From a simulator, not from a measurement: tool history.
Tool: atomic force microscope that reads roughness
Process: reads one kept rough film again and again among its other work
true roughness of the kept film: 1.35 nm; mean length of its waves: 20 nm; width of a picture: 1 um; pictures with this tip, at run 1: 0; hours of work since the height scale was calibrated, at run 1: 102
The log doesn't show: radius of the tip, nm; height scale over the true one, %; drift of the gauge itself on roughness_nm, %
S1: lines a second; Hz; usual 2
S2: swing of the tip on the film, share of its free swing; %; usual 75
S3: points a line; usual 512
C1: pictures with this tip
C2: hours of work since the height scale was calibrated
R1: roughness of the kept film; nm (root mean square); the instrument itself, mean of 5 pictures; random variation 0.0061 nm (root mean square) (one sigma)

run	day	S1	S2	S3	C1	C2	R1
1	0	2	75	512	0	102	1.156
2	1.104	2	75	512	39	116	1.143
3	1.983	2	75	512	69	127	1.127
4	2.588	2	75	512	90	134	1.101
5	3.471	2	75	767	121	145	1.09
6	4.142	2	75	767	144	153	1.091
7	4.854	2	75	767	168	162	1.082
8	5.754	2	75	767	200	173	1.057
# day 6.504: new tip fitted
9	7.096	2	75	482	20	189	1.154
10	8.288	2	75	275	62	204	1.105
11	9.246	2	75	512	95	216	1.115
12	10.354	2	75	512	133	229	1.092
13	10.996	1.85	75	411	156	237	1.076
14	11.983	3.18	75	299	190	250	0.997
15	12.788	1.7	85	950	218	259	1.016
# day 13.017: new tip fitted
16	13.571	1.7	85	950	19	269	1.117
17	14.592	2	71	301	54	281	1.126
# day 14.712: height scale calibrated on a step standard
18	15.679	2	60	391	91	12	1.163
19	16.733	2	62	471	127	25	1.135
20	17.892	2	62	471	167	39	1.115
21	18.812	1.79	78	581	199	51	1.055
# day 19.525: new tip fitted
22	19.704	1.24	56	498	6	61	1.229
# day 19.925: height scale calibrated on a step standard, once more
23	20.408	1.43	57	498	29	6	1.203

4 ways to go on from here, each from the tool as it stands after run 23. What would each give?
A	21.025	2.46	60	280	51	14	?
B	21.025	2	75	613	51	14	?
C	21.025	3.26	79	512	51	14	?
D	21.025	2.39	75	512	51	14	?

run	R1
A	1.15
B	1.145
C	1.053
D	1.118
Without the tool's hidden state the same runs would have given:
run	R1
A	1.18
B	1.176
C	1.081
D	1.148
